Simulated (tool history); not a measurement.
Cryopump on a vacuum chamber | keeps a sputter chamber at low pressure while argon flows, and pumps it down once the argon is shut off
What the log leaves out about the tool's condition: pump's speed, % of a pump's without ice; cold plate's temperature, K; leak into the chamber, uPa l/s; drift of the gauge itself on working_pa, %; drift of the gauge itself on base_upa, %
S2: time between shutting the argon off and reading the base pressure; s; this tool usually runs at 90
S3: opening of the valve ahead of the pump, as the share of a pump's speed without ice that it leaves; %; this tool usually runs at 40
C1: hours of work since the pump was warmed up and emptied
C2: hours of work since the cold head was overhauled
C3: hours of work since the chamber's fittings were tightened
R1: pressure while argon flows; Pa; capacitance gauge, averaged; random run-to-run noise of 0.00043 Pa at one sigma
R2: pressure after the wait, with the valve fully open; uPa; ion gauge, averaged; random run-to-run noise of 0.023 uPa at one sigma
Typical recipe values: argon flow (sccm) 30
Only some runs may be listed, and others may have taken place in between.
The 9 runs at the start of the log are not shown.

{"run": 10, "hour": 108.5, "argon flow (sccm)": 30, "S2": 90, "S3": 40, "C1": 377, "C2": 377, "C3": 3070, "R1": 0.0701, "R2": 2.71}
{"run": 11, "hour": 116.3, "argon flow (sccm)": 30, "S2": 104, "S3": 40, "C1": 381, "C2": 381, "C3": 3073, "R1": 0.0692, "R2": 2.66}
{"run": 12, "hour": 128.4, "argon flow (sccm)": 30, "S2": 103, "S3": 40, "C1": 387, "C2": 387, "C3": 3079, "R1": 0.0696, "R2": 2.57}
{"run": 13, "hour": 141.7, "argon flow (sccm)": 30, "S2": 103, "S3": 40, "C1": 394, "C2": 394, "C3": 3086, "R1": 0.0695, "R2": 2.59}
{"run": 14, "hour": 153.1, "argon flow (sccm)": 30, "S2": 103, "S3": 40, "C1": 399, "C2": 399, "C3": 3092, "R1": 0.0704, "R2": 2.65}
{"run": 15, "hour": 169.5, "argon flow (sccm)": 30, "S2": 90, "S3": 40, "C1": 407, "C2": 407, "C3": 3100, "R1": 0.0695, "R2": 2.63}
{"run": 16, "hour": 177.4, "argon flow (sccm)": 30, "S2": 27, "S3": 40, "C1": 411, "C2": 411, "C3": 3104, "R1": 0.0707, "R2": 3.98}
{"run": 17, "hour": 188.9, "argon flow (sccm)": 30, "S2": 27, "S3": 40, "C1": 417, "C2": 417, "C3": 3110, "R1": 0.0706, "R2": 3.98}
{"run": 18, "hour": 205.4, "argon flow (sccm)": 14, "S2": 118, "S3": 23, "C1": 425, "C2": 425, "C3": 3118, "R1": 0.0556, "R2": 2.6}
{"run": 19, "hour": 220.4, "argon flow (sccm)": 14, "S2": 118, "S3": 31, "C1": 433, "C2": 433, "C3": 3125, "R1": 0.0415, "R2": 2.54}
{"run": 20, "hour": 234.4, "argon flow (sccm)": 14, "S2": 118, "S3": 31, "C1": 440, "C2": 440, "C3": 3132, "R1": 0.0419, "R2": 2.59}
{"run": 21, "hour": 245.2, "argon flow (sccm)": 14, "S2": 118, "S3": 31, "C1": 445, "C2": 445, "C3": 3138, "R1": 0.0417, "R2": 2.64}
{"run": 22, "hour": 259.0, "argon flow (sccm)": 30, "S2": 223, "S3": 55, "C1": 452, "C2": 452, "C3": 3144, "R1": 0.0529, "R2": 2.47}
{"run": 23, "hour": 274.4, "argon flow (sccm)": 30, "S2": 218, "S3": 40, "C1": 460, "C2": 460, "C3": 3152, "R1": 0.0703, "R2": 2.47}
{"run": 24, "hour": 290.7, "argon flow (sccm)": 30, "S2": 218, "S3": 40, "C1": 468, "C2": 468, "C3": 3160, "R1": 0.07, "R2": 2.39}
{"run": 25, "hour": 300.8, "argon flow (sccm)": 12, "S2": 90, "S3": 20, "C1": 473, "C2": 473, "C3": 3165, "R1": 0.0546, "R2": 2.75}
{"run": 26, "hour": 314.1, "argon flow (sccm)": 14, "S2": 257, "S3": 32, "C1": 479, "C2": 479, "C3": 3172, "R1": 0.0399, "R2": 2.38}
{"run": 27, "hour": 325.6, "argon flow (sccm)": 30, "S2": 90, "S3": 52, "C1": 485, "C2": 485, "C3": 3178, "R1": 0.0557, "R2": 2.79}
{"run": 28, "hour": 338.6, "argon flow (sccm)": 24, "S2": 166, "S3": 16, "C1": 492, "C2": 492, "C3": 3184, "R1": 0.136, "R2": 2.57}
{"run": 29, "hour": 355.1, "argon flow (sccm)": 24, "S2": 166, "S3": 16, "C1": 500, "C2": 500, "C3": 3192, "R1": 0.1356, "R2": 2.52}
{"run": 30, "hour": 363.0, "argon flow (sccm)": 24, "S2": 59, "S3": 16, "C1": 504, "C2": 504, "C3": 3196, "R1": 0.1359, "R2": 3.08}
{"run": 31, "hour": 370.8, "argon flow (sccm)": 30, "S2": 279, "S3": 28, "C1": 508, "C2": 508, "C3": 3200, "R1": 0.0994, "R2": 2.5}
{"run": 32, "hour": 387.5, "argon flow (sccm)": 20, "S2": 187, "S3": 20, "C1": 516, "C2": 516, "C3": 3208, "R1": 0.0918, "R2": 2.54}

5 options for the next run, each taken on its own from the tool as it stands now. Forecast them:
{"run": "A", "hour": 396.8, "argon flow (sccm)": 32, "S2": 85, "S3": 15, "C1": 521, "C2": 521, "C3": 3213, "R1": "?", "R2": "?"}
{"run": "B", "hour": 396.8, "argon flow (sccm)": 32, "S2": 253, "S3": 25, "C1": 521, "C2": 521, "C3": 3213, "R1": "?", "R2": "?"}
{"run": "C", "hour": 396.8, "argon flow (sccm)": 14, "S2": 54, "S3": 40, "C1": 521, "C2": 521, "C3": 3213, "R1": "?", "R2": "?"}
{"run": "D", "hour": 396.8, "argon flow (sccm)": 14, "S2": 32, "S3": 45, "C1": 521, "C2": 521, "C3": 3213, "R1": "?", "R2": "?"}
{"run": "E", "hour": 396.8, "argon flow (sccm)": 30, "S2": 198, "S3": 51, "C1": 521, "C2": 521, "C3": 3213, "R1": "?", "R2": "?"}

run=A R1=0.1935 R2=2.89
run=B R1=0.1197 R2=2.49
run=C R1=0.0331 R2=3.19
run=D R1=0.0296 R2=3.83
run=E R1=0.0563 R2=2.56
Without the tool's unlogged condition, the same runs would have read:
run=A R1=0.1883 R2=0.75
run=B R1=0.1145 R2=0.36
run=C R1=0.0308 R2=1.08
run=D R1=0.0273 R2=1.71
run=E R1=0.0514 R2=0.39
